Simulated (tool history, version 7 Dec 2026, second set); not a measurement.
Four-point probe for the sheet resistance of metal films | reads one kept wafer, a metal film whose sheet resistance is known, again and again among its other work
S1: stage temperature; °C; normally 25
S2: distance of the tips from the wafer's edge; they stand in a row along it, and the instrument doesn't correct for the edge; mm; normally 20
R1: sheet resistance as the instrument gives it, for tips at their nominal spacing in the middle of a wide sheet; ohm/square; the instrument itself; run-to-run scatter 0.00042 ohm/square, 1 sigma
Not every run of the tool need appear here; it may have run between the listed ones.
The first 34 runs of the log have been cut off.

run,hour,S1,S2,R1
35,1000.9,34,5,2.148292
36,1024.1,34,5,2.149437
37,1066.9,34,5,2.148736
38,1098.1,19,11,2.124281
39,1132.9,31,41,2.087196
40,1175.2,20,42,2.108801
41,1200.8,20,42,2.108020
42,1230.7,20,42,2.108548
43,1250.6,20,42,2.108546
44,1282.6,20,42,2.108716
45,1304.2,23,18,2.107927

Alternative continuations, all from the tool just after run 45; predict every row:
A,1345.1,25,4,?
B,1345.1,27,15,?
C,1345.1,25,14,?

run,R1
A,2.206056
B,2.102415
C,2.107526
The same runs, with their run-to-run variation unchanged, on a tool lacking any hidden condition would have given:
run,R1
A,2.191621
B,2.088606
C,2.093683
